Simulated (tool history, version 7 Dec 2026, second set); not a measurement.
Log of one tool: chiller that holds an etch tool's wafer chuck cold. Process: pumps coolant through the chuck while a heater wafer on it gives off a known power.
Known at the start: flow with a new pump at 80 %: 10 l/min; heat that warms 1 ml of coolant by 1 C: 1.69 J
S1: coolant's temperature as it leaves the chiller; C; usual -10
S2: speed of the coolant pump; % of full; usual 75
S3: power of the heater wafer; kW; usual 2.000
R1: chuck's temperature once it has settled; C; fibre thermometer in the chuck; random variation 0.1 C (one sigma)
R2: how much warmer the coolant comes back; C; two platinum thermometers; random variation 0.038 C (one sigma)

Run 1, hour 0.0: usual settings. Result: R1 4.2 C, R2 7.56 C.
Run 2, hour 49.8: usual settings. Result: R1 4.3 C, R2 7.59 C.
Run 3, hour 115.0: usual settings but S3 1.066 kW. Result: R1 -2.4 C, R2 4.01 C.
Run 4, hour 148.2: usual settings but S2 96 % of full. Result: R1 1.5 C, R2 5.73 C.
Run 5, hour 200.9: usual settings but S2 71 % of full. Result: R1 4.7 C, R2 8.02 C.
Run 6, hour 260.8: usual settings but S2 71 % of full. Result: R1 4.9 C, R2 7.96 C.
Run 7, hour 289.7: usual settings but S1 -14 C. Result: R1 0.2 C, R2 7.48 C.
Run 8, hour 329.0: usual settings but S1 -19 C, S2 79 % of full, S3 1.792 kW. Result: R1 -6.6 C, R2 6.30 C.
Run 9, hour 387.4: usual settings but S3 2.617 kW. Result: R1 8.6 C, R2 9.76 C.
Run 10, hour 446.2: usual settings but S1 -5 C, S3 2.311 kW. Result: R1 11.4 C, R2 8.58 C.
Run 11, hour 500.3: usual settings but S1 -5 C, S3 2.311 kW. Result: R1 11.4 C, R2 8.53 C.

The next listed run, before its measurement:
Run 12, hour 558.0: usual settings but S1 -1 C, S2 89 % of full, S3 1.243 kW. Result: R1 ?, R2 ?.

Run 12 gave R1 6.7 C, R2 3.68 C.
Without the tool's hidden state the same run would have given R1 6.7 C, R2 3.95 C.
